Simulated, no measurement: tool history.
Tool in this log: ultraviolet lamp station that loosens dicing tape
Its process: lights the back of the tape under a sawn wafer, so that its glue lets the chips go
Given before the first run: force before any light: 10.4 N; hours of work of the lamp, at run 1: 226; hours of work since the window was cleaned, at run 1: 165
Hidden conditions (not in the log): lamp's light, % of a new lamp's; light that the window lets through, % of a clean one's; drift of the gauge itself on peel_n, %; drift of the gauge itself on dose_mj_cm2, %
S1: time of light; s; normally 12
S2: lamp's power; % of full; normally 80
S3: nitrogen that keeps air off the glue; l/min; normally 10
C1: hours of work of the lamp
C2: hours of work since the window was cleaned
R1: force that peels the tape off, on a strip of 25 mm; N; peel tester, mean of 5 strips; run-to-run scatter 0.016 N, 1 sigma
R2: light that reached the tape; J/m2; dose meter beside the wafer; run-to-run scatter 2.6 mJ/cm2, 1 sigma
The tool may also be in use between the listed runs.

run	hour	S1	S2	S3	C1	C2	R1	R2
1	0	12	80	10	226	165	0.892	3170
2	22.8	12	80	10	242	181	0.884	3160
3	45.6	12	85	10	259	197	0.813	3310
4	68.3	7	85	10	275	214	2.198	1920
5	80.2	7	85	5	284	222	2.856	1910
6	97.3	7	85	5	296	235	2.927	1900
# hour 101.9: window cleaned of glue's vapour
7	111.2	7	85	5	306	7	2.71	1970
8	131.8	7	85	5	320	22	2.772	1950
9	160.4	7	85	5	341	42	2.758	1950
10	178.6	12	80	10	354	55	0.912	3130
11	194.4	12	80	10	365	67	0.925	3080
12	210.4	12	80	10	377	78	0.95	3130
13	230.3	12	80	10	391	92	0.955	3120
14	247.3	12	80	10	404	105	0.959	3060
15	259.4	12	80	10	412	114	0.971	3030
16	286.3	12	80	10	432	133	0.997	3050
17	306.5	12	80	10	446	147	1.01	3000
18	326.8	12	80	10	461	162	1.016	3030
19	338.5	12	80	10	469	170	1.034	2990
20	363.2	7	80	10	487	188	2.579	1730
21	383.1	7	80	10	501	203	2.593	1720
22	395.4	17	64	15	510	211	0.666	3380
23	420.8	17	66	10	529	230	0.791	3470
# hour 432.4: window cleaned of glue's vapour
24	445.4	15	62	10	546	9	1.051	2980
25	458.3	10	75	4	555	19	2.348	2370
26	480.5	12	85	4	571	35	1.514	3160
27	506.3	12	85	4	590	53	1.504	3190
28	523.5	12	85	4	602	66	1.534	3200
29	544.5	12	83	12	617	81	0.868	3100
30	566.4	13	98	10	633	97	0.581	3930
31	594	13	98	10	653	116	0.576	3900
32	620.8	12	70	5	672	136	1.879	2540
33	650	7	70	5	693	157	3.722	1490
34	667.4	22	67	10	706	169	0.444	4410
35	681.1	8	97	18	716	179	1.368	2340
36	710.2	11	62	4	737	200	2.945	2050
37	737.7	12	97	5	757	220	1.158	3470
38	761.2	12	97	5	774	237	1.137	3380
# hour 764.4: window cleaned of glue's vapour
39	785.3	10	87	4	791	15	2.05	2620

Here are 5 independent what-if runs from the current tool condition. What would each one return?
A	807.5	12	82	10	807	31	?	?
B	807.5	16	85	13	807	31	?	?
C	807.5	7	85	10	807	31	?	?
D	807.5	11	80	11	807	31	?	?
E	807.5	10	78	4	807	31	?	?

run	R1	R2
A	1.075	2980
B	0.469	4070
C	2.5	1810
D	1.245	2630
E	2.443	2370
Without the tool's hidden state the same runs would have given:
run	R1	R2
A	0.762	3510
B	0.337	4800
C	1.958	2140
D	0.892	3100
E	1.906	2800
